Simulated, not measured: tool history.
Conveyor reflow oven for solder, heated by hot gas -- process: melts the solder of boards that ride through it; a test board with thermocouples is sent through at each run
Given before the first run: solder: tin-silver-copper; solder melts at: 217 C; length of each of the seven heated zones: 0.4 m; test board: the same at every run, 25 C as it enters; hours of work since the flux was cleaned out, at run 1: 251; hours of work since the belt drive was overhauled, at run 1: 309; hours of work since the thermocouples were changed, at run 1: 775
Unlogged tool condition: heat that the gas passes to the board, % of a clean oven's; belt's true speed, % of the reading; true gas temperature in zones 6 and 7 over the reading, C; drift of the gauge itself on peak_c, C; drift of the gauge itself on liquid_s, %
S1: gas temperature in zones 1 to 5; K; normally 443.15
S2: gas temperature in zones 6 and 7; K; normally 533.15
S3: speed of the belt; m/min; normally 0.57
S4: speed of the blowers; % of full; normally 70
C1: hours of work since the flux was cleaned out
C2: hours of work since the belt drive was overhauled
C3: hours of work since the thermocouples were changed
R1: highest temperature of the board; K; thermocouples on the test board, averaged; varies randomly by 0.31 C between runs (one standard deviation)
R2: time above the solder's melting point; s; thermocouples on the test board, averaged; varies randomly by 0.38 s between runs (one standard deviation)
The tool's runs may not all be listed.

run,hour,S1,S2,S3,S4,C1,C2,C3,R1,R2
1,0,443.15,533.15,0.57,70,251,309,775,516.95,55
2,23.9,443.15,533.15,0.479,70,269,328,794,521.35,73.1
3,45.6,443.15,533.15,0.479,70,286,345,811,521.55,73.2
# hour 66: flux residue cleaned out of gas plates and filters
4,68.6,443.15,533.15,0.479,70,2,359,825,523.45,76.5
5,79.2,443.15,533.15,0.479,70,10,367,833,523.45,75.7
6,97.5,443.15,533.15,0.554,70,25,381,848,520.75,61.7
7,119.3,443.15,533.15,0.57,70,42,399,865,519.25,58.7
8,143,443.15,533.15,0.57,70,60,417,883,518.95,57.9
9,156.5,443.15,533.15,0.57,70,71,428,894,519.25,58.4
10,174,443.15,533.15,0.542,70,85,441,908,520.65,62.2
11,191,443.15,533.15,0.542,70,98,455,921,520.05,62.9
12,201.4,443.15,533.15,0.542,70,106,463,929,519.75,63.3
13,215.2,443.15,533.15,0.542,70,117,474,940,519.45,62.4
14,238,443.15,548.15,0.57,70,135,492,958,532.15,67.9
# hour 248.6: thermocouples of zones 6 and 7 changed
15,252.6,438.15,533.15,0.57,70,145,501,3,518.35,55.8
16,262.8,444.15,525.15,0.584,51,153,509,11,507.95,42.2
17,280.4,443.15,531.15,0.57,70,166,523,25,517.75,56.7
# hour 286.2: belt drive overhauled, speed set with a stopwatch
18,303.6,443.15,533.15,0.57,70,181,14,40,519.75,58.7
19,327,443.15,533.15,0.6,55,200,32,58,514.55,48.7
# hour 337.6: belt drive overhauled, speed set with a stopwatch, once more
20,344.5,443.15,533.15,0.6,55,210,5,69,513.35,46.6
21,361.9,449.15,545.15,0.482,65,224,19,83,533.45,83.9
22,379.2,446.15,534.15,0.62,56,238,33,96,514.15,45.6
23,397.1,446.15,534.15,0.62,56,252,47,110,513.95,45.5
24,418.3,449.15,522.15,0.524,56,268,63,127,509.05,52.2
25,436.2,443.15,533.15,0.66,70,282,77,141,512.35,41.3
26,450,442.15,533.15,0.57,68,293,88,151,516.55,54.4
# hour 462: flux residue cleaned out of gas plates and filters
27,475.8,452.15,533.15,0.57,72,11,104,168,520.55,63.6
28,494.2,452.15,533.15,0.57,72,25,119,182,521.05,63.5
29,512.9,443.15,528.15,0.468,85,40,133,197,521.05,76.8
30,527.6,443.15,528.15,0.468,85,51,145,208,521.35,76.5

For some of the steps in R1 from one run to the next: how much would appear even if the tool had no hidden state, given the settings, what came in and random variation, and how much remains for the hidden state plus any gauge scatter that the measured result and the result without hidden state don't share?
Run 3 -> 4: flux residue cleaned out of gas plates and filters. R1 +1.9 K: hidden state +2.1, all else -0.2.
Run 14 -> 15: S1 443.15 -> 438.15, S2 548.15 -> 533.15, thermocouples of zones 6 and 7 changed. R1 -13.8 K: hidden state +1.1, all else -14.9.
Run 20 -> 21: S1 443.15 -> 449.15, S2 533.15 -> 545.15, S3 0.6 -> 0.482, S4 55 -> 65. R1 +20.1 K: hidden state +0.2, all else +19.9.
Run 21 -> 22: S1 449.15 -> 446.15, S2 545.15 -> 534.15, S3 0.482 -> 0.62, S4 65 -> 56. R1 -19.3 K: hidden state -0.6, all else -18.7.
Run 24 -> 25: S1 449.15 -> 443.15, S2 522.15 -> 533.15, S3 0.524 -> 0.66, S4 56 -> 70. R1 +3.3 K: hidden state -1.2, all else +4.5.
Run 26 -> 27: S1 442.15 -> 452.15, S4 68 -> 72, flux residue cleaned out of gas plates and filters. R1 +4 K: hidden state +2.5, all else +1.5.
